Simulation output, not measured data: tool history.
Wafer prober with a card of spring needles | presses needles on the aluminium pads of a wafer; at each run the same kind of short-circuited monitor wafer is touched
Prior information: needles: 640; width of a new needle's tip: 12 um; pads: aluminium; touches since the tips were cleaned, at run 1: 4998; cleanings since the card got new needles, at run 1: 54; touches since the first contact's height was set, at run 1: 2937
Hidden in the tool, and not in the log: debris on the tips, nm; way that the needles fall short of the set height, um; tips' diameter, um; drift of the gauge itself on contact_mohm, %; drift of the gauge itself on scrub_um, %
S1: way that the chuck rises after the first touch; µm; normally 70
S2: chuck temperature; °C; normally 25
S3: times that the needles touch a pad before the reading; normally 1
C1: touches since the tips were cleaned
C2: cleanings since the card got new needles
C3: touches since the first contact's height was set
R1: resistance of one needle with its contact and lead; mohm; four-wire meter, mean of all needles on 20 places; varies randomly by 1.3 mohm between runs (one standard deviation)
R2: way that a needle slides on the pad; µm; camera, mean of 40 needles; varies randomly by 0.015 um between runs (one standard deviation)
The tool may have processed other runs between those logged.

run 1 day=0 | S1=70 S2=25 S3=1 | C1=4998 C2=54 C3=2937 | R1=97 R2=9.75
-- day=0.325 tips cleaned on abrasive film
-- day=1.062 tips cleaned on abrasive film
run 2 day=1.471 | S1=59 S2=25 S3=1 | C1=4857 C2=56 C3=20371 | R1=99 R2=8.23
-- day=1.771 tips cleaned on abrasive film
-- day=2.571 tips cleaned on abrasive film
run 3 day=2.575 | S1=59 S2=25 S3=1 | C1=96 C2=58 C3=33493 | R1=99 R2=8.23
-- day=3.383 tips cleaned on abrasive film
run 4 day=3.642 | S1=63 S2=25 S3=1 | C1=3079 C2=59 C3=46170 | R1=100 R2=8.79
-- day=4.129 tips cleaned on abrasive film
-- day=4.883 tips cleaned on abrasive film
run 5 day=5.233 | S1=70 S2=25 S3=1 | C1=4200 C2=61 C3=65054 | R1=99 R2=9.74
-- day=5.717 tips cleaned on abrasive film
-- day=6.508 tips cleaned on abrasive film
run 6 day=7.042 | S1=70 S2=56 S3=1 | C1=6390 C2=63 C3=86542 | R1=103 R2=9.74
-- day=7.288 tips cleaned on abrasive film
-- day=8.062 tips cleaned on abrasive film
-- day=8.758 tips cleaned on abrasive film
-- day=9.504 tips cleaned on abrasive film
run 7 day=9.504 | S1=70 S2=25 S3=1 | C1=0 C2=67 C3=115735 | R1=98 R2=9.77
-- day=10.317 tips cleaned on abrasive film
-- day=10.938 height of the first contact set anew
-- day=11.092 tips cleaned on abrasive film
run 8 day=11.588 | S1=54 S2=25 S3=1 | C1=5919 C2=69 C3=7700 | R1=102 R2=7.54
-- day=11.838 tips cleaned on abrasive film
-- day=12.625 tips cleaned on abrasive film
run 9 day=13.079 | S1=54 S2=25 S3=1 | C1=5415 C2=71 C3=25373 | R1=100 R2=7.53
-- day=13.425 tips cleaned on abrasive film
-- day=14.212 tips cleaned on abrasive film
-- day=15.004 tips cleaned on abrasive film
run 10 day=15.004 | S1=54 S2=25 S3=1 | C1=0 C2=74 C3=48213 | R1=100 R2=7.54
-- day=15.796 tips cleaned on abrasive film
-- day=16.55 tips cleaned on abrasive film
run 11 day=17.012 | S1=54 S2=25 S3=1 | C1=5492 C2=76 C3=72079 | R1=100 R2=7.56
-- day=17.283 tips cleaned on abrasive film
-- day=17.983 tips cleaned on abrasive film
-- day=18.775 tips cleaned on abrasive film
run 12 day=19.029 | S1=54 S2=25 S3=1 | C1=3046 C2=79 C3=96006 | R1=101 R2=7.55
-- day=19.538 tips cleaned on abrasive film
-- day=20.238 tips cleaned on abrasive film
-- day=21.1 tips cleaned on abrasive film
run 13 day=21.254 | S1=70 S2=25 S3=1 | C1=1860 C2=82 C3=122434 | R1=101 R2=9.77
-- day=21.846 tips cleaned on abrasive film
-- day=22.108 height of the first contact set anew
-- day=22.579 tips cleaned on abrasive film
run 14 day=22.633 | S1=70 S2=25 S3=1 | C1=677 C2=84 C3=6207 | R1=99 R2=9.8
-- day=23.304 tips cleaned on abrasive film
-- day=24.142 tips cleaned on abrasive film
run 15 day=24.192 | S1=70 S2=25 S3=1 | C1=597 C2=86 C3=24698 | R1=98 R2=9.75
-- day=24.896 tips cleaned on abrasive film
run 16 day=25.538 | S1=59 S2=45 S3=2 | C1=7657 C2=87 C3=40726 | R1=101 R2=8.25
-- day=25.667 tips cleaned on abrasive film
-- day=26.408 tips cleaned on abrasive film
-- day=27.125 tips cleaned on abrasive film
-- day=27.842 tips cleaned on abrasive film
run 17 day=27.933 | S1=83 S2=34 S3=1 | C1=1127 C2=91 C3=69115 | R1=99 R2=11.64
-- day=28.583 tips cleaned on abrasive film
run 18 day=29.038 | S1=70 S2=42 S3=1 | C1=5431 C2=92 C3=82237 | R1=100 R2=9.8
-- day=29.35 tips cleaned on abrasive film
-- day=30.162 tips cleaned on abrasive film
-- day=30.896 tips cleaned on abrasive film
run 19 day=31.196 | S1=70 S2=109 S3=2 | C1=3572 C2=95 C3=107831 | R1=107 R2=9.83
-- day=31.717 tips cleaned on abrasive film
-- day=32.479 tips cleaned on abrasive film
run 20 day=32.608 | S1=65 S2=71 S3=1 | C1=1550 C2=97 C3=124615 | R1=106 R2=9.12
-- day=33.304 tips cleaned on abrasive film
-- day=33.317 height of the first contact set anew
run 21 day=33.979 | S1=70 S2=104 S3=3 | C1=7913 C2=98 C3=7913 | R1=108 R2=9.82
-- day=34.162 tips cleaned on abrasive film
-- day=34.888 tips cleaned on abrasive film
-- day=35.704 tips cleaned on abrasive film
run 22 day=35.983 | S1=70 S2=104 S3=3 | C1=3306 C2=101 C3=31663 | R1=107 R2=9.81
-- day=36.467 tips cleaned on abrasive film
run 23 day=37.112 | S1=70 S2=104 S3=3 | C1=7738 C2=102 C3=45111 | R1=108 R2=9.82
-- day=37.283 tips cleaned on abrasive film
-- day=38.121 tips cleaned on abrasive film
run 24 day=38.396 | S1=53 S2=102 S3=2 | C1=3257 C2=104 C3=60294 | R1=107 R2=7.44
-- day=38.883 tips cleaned on abrasive film
-- day=39.667 tips cleaned on abrasive film
-- day=40.483 tips cleaned on abrasive film
run 25 day=40.65 | S1=53 S2=102 S3=2 | C1=1988 C2=107 C3=87071 | R1=109 R2=7.42

Forecast run 26:
-- day=41.262 tips cleaned on abrasive film
-- day=41.983 tips cleaned on abrasive film
run 26 day=42.588 | S1=53 S2=102 S3=2 | C1=7198 C2=109 C3=110090 | R1=? R2=?

{"run 26": {"R1": 110, "R2": 7.43}}
Take away the tool's hidden state, keep the run-to-run variation as it was, and the same run would have given R1 110 mohm, R2 7.37 µm.

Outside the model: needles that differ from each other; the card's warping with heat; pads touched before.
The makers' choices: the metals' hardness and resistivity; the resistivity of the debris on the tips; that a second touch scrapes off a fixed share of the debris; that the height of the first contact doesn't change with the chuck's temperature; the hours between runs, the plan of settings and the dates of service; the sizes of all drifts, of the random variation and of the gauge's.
